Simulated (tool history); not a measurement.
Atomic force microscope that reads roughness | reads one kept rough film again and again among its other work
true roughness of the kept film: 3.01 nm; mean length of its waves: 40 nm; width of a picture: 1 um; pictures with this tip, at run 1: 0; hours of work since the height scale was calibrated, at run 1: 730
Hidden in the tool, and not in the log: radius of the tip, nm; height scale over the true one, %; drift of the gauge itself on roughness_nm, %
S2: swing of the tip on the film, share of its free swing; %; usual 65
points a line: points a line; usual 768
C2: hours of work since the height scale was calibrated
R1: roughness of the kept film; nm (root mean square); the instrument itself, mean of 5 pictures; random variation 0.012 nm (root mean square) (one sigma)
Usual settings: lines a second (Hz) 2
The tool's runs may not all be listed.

Run 1, hour 0: usual settings; pictures with this tip 0; C2 730. Result: R1 2.807 nm (root mean square).
Run 2, hour 39: usual settings but lines a second (Hz) 0.52; pictures with this tip 55; C2 750. Result: R1 2.869 nm (root mean square).
Run 3, hour 69.3: usual settings but lines a second (Hz) 0.52; pictures with this tip 97; C2 766. Result: R1 2.877 nm (root mean square).
Run 4, hour 98.7: usual settings but lines a second (Hz) 0.52; pictures with this tip 138; C2 781. Result: R1 2.86 nm (root mean square).
At hour 116.8: new tip fitted.
Run 5, hour 122.5: usual settings but lines a second (Hz) 0.52; pictures with this tip 8; C2 794. Result: R1 2.884 nm (root mean square).
Run 6, hour 147.9: usual settings but lines a second (Hz) 0.52; pictures with this tip 43; C2 807. Result: R1 2.893 nm (root mean square).

Run 7 comes next. What will it give?
Run 7, hour 176.8: usual settings but S2 73 %; pictures with this tip 84; C2 822. Result: R1 ?.

Run 7 gave R1 2.779 nm (root mean square).
Without the tool's hidden state the same run would have given R1 2.781 nm (root mean square).

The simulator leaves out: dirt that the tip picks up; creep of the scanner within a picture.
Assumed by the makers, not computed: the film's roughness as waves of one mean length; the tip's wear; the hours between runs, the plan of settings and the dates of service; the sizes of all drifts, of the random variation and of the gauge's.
